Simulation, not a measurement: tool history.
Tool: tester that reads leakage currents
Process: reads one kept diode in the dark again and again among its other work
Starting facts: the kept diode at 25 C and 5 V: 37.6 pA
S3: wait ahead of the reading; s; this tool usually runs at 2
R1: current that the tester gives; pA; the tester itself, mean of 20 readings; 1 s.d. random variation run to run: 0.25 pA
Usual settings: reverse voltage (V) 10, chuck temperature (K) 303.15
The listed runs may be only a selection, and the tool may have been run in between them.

run 1 hour=0 | reverse_voltage_(V)=10 chuck_temperature_(K)=303.15 S3=2 | R1=81.71
run 2 hour=31.5 | reverse_voltage_(V)=10 chuck_temperature_(K)=303.15 S3=2 | R1=81.74
run 3 hour=105.2 | reverse_voltage_(V)=10 chuck_temperature_(K)=303.15 S3=2 | R1=81.65
run 4 hour=150.7 | reverse_voltage_(V)=10 chuck_temperature_(K)=303.15 S3=2 | R1=81.25
run 5 hour=207.9 | reverse_voltage_(V)=10 chuck_temperature_(K)=303.15 S3=2 | R1=81.64
run 6 hour=274.6 | reverse_voltage_(V)=6.8 chuck_temperature_(K)=303.15 S3=2 | R1=65.54
run 7 hour=316.3 | reverse_voltage_(V)=10 chuck_temperature_(K)=303.15 S3=2 | R1=81.38
run 8 hour=370.9 | reverse_voltage_(V)=2.9 chuck_temperature_(K)=303.15 S3=2 | R1=40.73
run 9 hour=422.4 | reverse_voltage_(V)=2.9 chuck_temperature_(K)=303.15 S3=2 | R1=40.96
run 10 hour=490 | reverse_voltage_(V)=2.9 chuck_temperature_(K)=303.15 S3=2 | R1=40.65
run 11 hour=526.6 | reverse_voltage_(V)=2.9 chuck_temperature_(K)=303.15 S3=2 | R1=40.62
run 12 hour=578.1 | reverse_voltage_(V)=10 chuck_temperature_(K)=303.15 S3=2 | R1=81.8
run 13 hour=652.1 | reverse_voltage_(V)=10 chuck_temperature_(K)=303.15 S3=2 | R1=81.37
run 14 hour=693.2 | reverse_voltage_(V)=3.7 chuck_temperature_(K)=303.15 S3=2 | R1=46.56
run 15 hour=745.2 | reverse_voltage_(V)=10 chuck_temperature_(K)=303.15 S3=2 | R1=81.62
run 16 hour=803 | reverse_voltage_(V)=10 chuck_temperature_(K)=303.15 S3=2 | R1=81.36
run 17 hour=863.6 | reverse_voltage_(V)=10 chuck_temperature_(K)=303.15 S3=2 | R1=82.04
run 18 hour=922 | reverse_voltage_(V)=10 chuck_temperature_(K)=303.15 S3=2 | R1=81.45
run 19 hour=975 | reverse_voltage_(V)=10 chuck_temperature_(K)=303.15 S3=2 | R1=81.37
run 20 hour=1012.3 | reverse_voltage_(V)=10 chuck_temperature_(K)=303.15 S3=0.52 | R1=84.37
run 21 hour=1073.6 | reverse_voltage_(V)=17.9 chuck_temperature_(K)=304.15 S3=2.93 | R1=121.81
run 22 hour=1132.3 | reverse_voltage_(V)=17.9 chuck_temperature_(K)=304.15 S3=2.93 | R1=120.83
run 23 hour=1204.8 | reverse_voltage_(V)=1.1 chuck_temperature_(K)=303.15 S3=1.21 | R1=23.75
run 24 hour=1259.9 | reverse_voltage_(V)=12.6 chuck_temperature_(K)=312.15 S3=2 | R1=177.6
run 25 hour=1292.5 | reverse_voltage_(V)=1 chuck_temperature_(K)=302.15 S3=2 | R1=20.97
run 26 hour=1360.8 | reverse_voltage_(V)=1.2 chuck_temperature_(K)=315.15 S3=0.58 | R1=58.86
run 27 hour=1402.1 | reverse_voltage_(V)=1.2 chuck_temperature_(K)=315.15 S3=0.58 | R1=58.48
run 28 hour=1461.5 | reverse_voltage_(V)=1.2 chuck_temperature_(K)=315.15 S3=0.58 | R1=58.98
run 29 hour=1517.4 | reverse_voltage_(V)=3.4 chuck_temperature_(K)=332.15 S3=3.38 | R1=315.37
run 30 hour=1551 | reverse_voltage_(V)=1.2 chuck_temperature_(K)=317.15 S3=0.54 | R1=66.9
run 31 hour=1597.9 | reverse_voltage_(V)=1.2 chuck_temperature_(K)=317.15 S3=0.54 | R1=67.17
run 32 hour=1645.4 | reverse_voltage_(V)=1.2 chuck_temperature_(K)=317.15 S3=0.54 | R1=67.46
run 33 hour=1714.5 | reverse_voltage_(V)=1.2 chuck_temperature_(K)=320.15 S3=0.64 | R1=81.89
run 34 hour=1759.5 | reverse_voltage_(V)=2 chuck_temperature_(K)=326.15 S3=0.67 | R1=160.84
run 35 hour=1797.2 | reverse_voltage_(V)=2 chuck_temperature_(K)=326.15 S3=0.67 | R1=161.64
run 36 hour=1849.8 | reverse_voltage_(V)=12.8 chuck_temperature_(K)=299.15 S3=0.95 | R1=70.95
run 37 hour=1883.5 | reverse_voltage_(V)=5.5 chuck_temperature_(K)=301.15 S3=0.95 | R1=50.98
run 38 hour=1927.4 | reverse_voltage_(V)=16.7 chuck_temperature_(K)=309.15 S3=0.89 | R1=169.21
run 39 hour=1982.8 | reverse_voltage_(V)=10 chuck_temperature_(K)=303.15 S3=0.91 | R1=82.51

Here are 3 independent what-if runs from the current tool condition. What would each one return?
run A hour=2050.1 | reverse_voltage_(V)=10 chuck_temperature_(K)=303.15 S3=1.19 | R1=?
run B hour=2050.1 | reverse_voltage_(V)=4 chuck_temperature_(K)=307.15 S3=0.91 | R1=?
run C hour=2050.1 | reverse_voltage_(V)=16.6 chuck_temperature_(K)=303.15 S3=1.42 | R1=?

run=A R1=82.3
run=B R1=65.94
run=C R1=109.06
Stripped of hidden state, with their random variation kept, the same runs would have yielded:
run=A R1=82.26
run=B R1=65.93
run=C R1=108.98
